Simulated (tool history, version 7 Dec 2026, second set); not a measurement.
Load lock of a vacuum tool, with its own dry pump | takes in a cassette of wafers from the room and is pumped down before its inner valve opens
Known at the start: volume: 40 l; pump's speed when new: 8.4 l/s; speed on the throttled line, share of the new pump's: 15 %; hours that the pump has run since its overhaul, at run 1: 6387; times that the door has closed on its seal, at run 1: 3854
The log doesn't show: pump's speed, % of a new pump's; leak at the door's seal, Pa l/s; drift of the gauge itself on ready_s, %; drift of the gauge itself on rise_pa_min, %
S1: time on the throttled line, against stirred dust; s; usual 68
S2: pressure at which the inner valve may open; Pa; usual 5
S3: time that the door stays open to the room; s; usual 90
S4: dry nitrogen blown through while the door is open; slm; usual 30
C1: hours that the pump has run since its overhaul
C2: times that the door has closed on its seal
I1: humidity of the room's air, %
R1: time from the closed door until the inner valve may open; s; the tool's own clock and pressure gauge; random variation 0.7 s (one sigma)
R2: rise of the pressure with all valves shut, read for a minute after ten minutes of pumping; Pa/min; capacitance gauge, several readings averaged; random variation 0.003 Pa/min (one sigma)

run 1 hour=0 | S1=68 S2=5 S3=90 S4=30 | C1=6387 C2=3854 | I1=43.4 | R1=109.5 R2=0.04
run 2 hour=73.4 | S1=68 S2=5 S3=90 S4=30 | C1=6461 C2=3992 | I1=46.5 | R1=112.2 R2=0.033
run 3 hour=165.3 | S1=68 S2=5 S3=90 S4=30 | C1=6553 C2=4165 | I1=41.4 | R1=111.3 R2=0.035
run 4 hour=236.1 | S1=68 S2=5 S3=90 S4=30 | C1=6624 C2=4297 | I1=44.4 | R1=111.1 R2=0.04
run 5 hour=327.7 | S1=68 S2=5 S3=90 S4=30 | C1=6715 C2=4469 | I1=45.4 | R1=110.7 R2=0.043
run 6 hour=403.2 | S1=68 S2=5 S3=60 S4=30 | C1=6791 C2=4611 | I1=43.5 | R1=110.9 R2=0.029
run 7 hour=445.1 | S1=68 S2=5 S3=60 S4=30 | C1=6833 C2=4690 | I1=45.7 | R1=110.3 R2=0.028
run 8 hour=502.8 | S1=68 S2=5 S3=60 S4=30 | C1=6890 C2=4798 | I1=46.6 | R1=111.8 R2=0.036
run 9 hour=583.3 | S1=68 S2=5 S3=60 S4=30 | C1=6971 C2=4949 | I1=46.3 | R1=112.2 R2=0.032
run 10 hour=658.2 | S1=68 S2=5 S3=49 S4=30 | C1=7046 C2=5090 | I1=46.2 | R1=111.9 R2=0.031
run 11 hour=704.6 | S1=68 S2=5 S3=49 S4=30 | C1=7092 C2=5177 | I1=45.5 | R1=111.8 R2=0.03
run 12 hour=751.1 | S1=68 S2=5 S3=49 S4=30 | C1=7139 C2=5264 | I1=44.2 | R1=111.2 R2=0.03
run 13 hour=817 | S1=68 S2=5 S3=49 S4=30 | C1=7204 C2=5388 | I1=45.9 | R1=112.1 R2=0.036
run 14 hour=855.6 | S1=68 S2=5 S3=90 S4=30 | C1=7243 C2=5460 | I1=44.7 | R1=112.9 R2=0.035
run 15 hour=894.8 | S1=68 S2=5 S3=90 S4=30 | C1=7282 C2=5534 | I1=44.1 | R1=113.4 R2=0.044
run 16 hour=962 | S1=68 S2=5 S3=90 S4=30 | C1=7349 C2=5660 | I1=43.7 | R1=112.8 R2=0.041
run 17 hour=1055 | S1=68 S2=5 S3=90 S4=30 | C1=7442 C2=5835 | I1=43.9 | R1=113.1 R2=0.033
run 18 hour=1100.2 | S1=68 S2=7 S3=90 S4=33 | C1=7488 C2=5920 | I1=44.3 | R1=110.2 R2=0.041
run 19 hour=1187.2 | S1=68 S2=6 S3=90 S4=30 | C1=7575 C2=6083 | I1=46.6 | R1=112 R2=0.036
run 20 hour=1234.1 | S1=68 S2=6 S3=90 S4=30 | C1=7622 C2=6171 | I1=46.7 | R1=111.2 R2=0.044
run 21 hour=1290.2 | S1=69 S2=5 S3=90 S4=30 | C1=7678 C2=6276 | I1=40.2 | R1=113.5 R2=0.037
run 22 hour=1366.4 | S1=68 S2=5 S3=57 S4=5 | C1=7754 C2=6419 | I1=45.3 | R1=112 R2=0.052
run 23 hour=1410.9 | S1=68 S2=8 S3=147 S4=5 | C1=7798 C2=6503 | I1=43.7 | R1=110.9 R2=0.083
run 24 hour=1495.5 | S1=68 S2=8 S3=103 S4=15 | C1=7883 C2=6662 | I1=44.8 | R1=108.4 R2=0.063
run 25 hour=1533.9 | S1=87 S2=8 S3=103 S4=15 | C1=7921 C2=6734 | I1=45.8 | R1=127.1 R2=0.056
run 26 hour=1605.4 | S1=68 S2=5 S3=90 S4=8 | C1=7993 C2=6868 | I1=42.2 | R1=113.3 R2=0.06
run 27 hour=1651.6 | S1=68 S2=6 S3=90 S4=27 | C1=8039 C2=6955 | I1=43.4 | R1=112.7 R2=0.041
run 28 hour=1705.4 | S1=91 S2=4 S3=102 S4=30 | C1=8093 C2=7056 | I1=45.2 | R1=134.2 R2=0.044

Forecast each of these 5 alternatives for the next run:
run A hour=1793.2 | S1=39 S2=4 S3=75 S4=42 | C1=8181 C2=7220 | I1=45.6 | R1=? R2=?
run B hour=1793.2 | S1=68 S2=5 S3=90 S4=15 | C1=8181 C2=7220 | I1=43.8 | R1=? R2=?
run C hour=1793.2 | S1=68 S2=5 S3=207 S4=30 | C1=8181 C2=7220 | I1=45.9 | R1=? R2=?
run D hour=1793.2 | S1=135 S2=9 S3=102 S4=10 | C1=8181 C2=7220 | I1=44.4 | R1=? R2=?
run E hour=1793.2 | S1=62 S2=4 S3=74 S4=30 | C1=8181 C2=7220 | I1=45.2 | R1=? R2=?

run=A R1=90.8 R2=0.037
run=B R1=113 R2=0.053
run=C R1=114.1 R2=0.071
run=D R1=164.2 R2=0.062
run=E R1=110 R2=0.041
Without the tool's hidden state the same runs would have given:
run=A R1=82.5 R2=0.026
run=B R1=105.8 R2=0.043
run=C R1=106.9 R2=0.061
run=D R1=159.5 R2=0.052
run=E R1=102.3 R2=0.031

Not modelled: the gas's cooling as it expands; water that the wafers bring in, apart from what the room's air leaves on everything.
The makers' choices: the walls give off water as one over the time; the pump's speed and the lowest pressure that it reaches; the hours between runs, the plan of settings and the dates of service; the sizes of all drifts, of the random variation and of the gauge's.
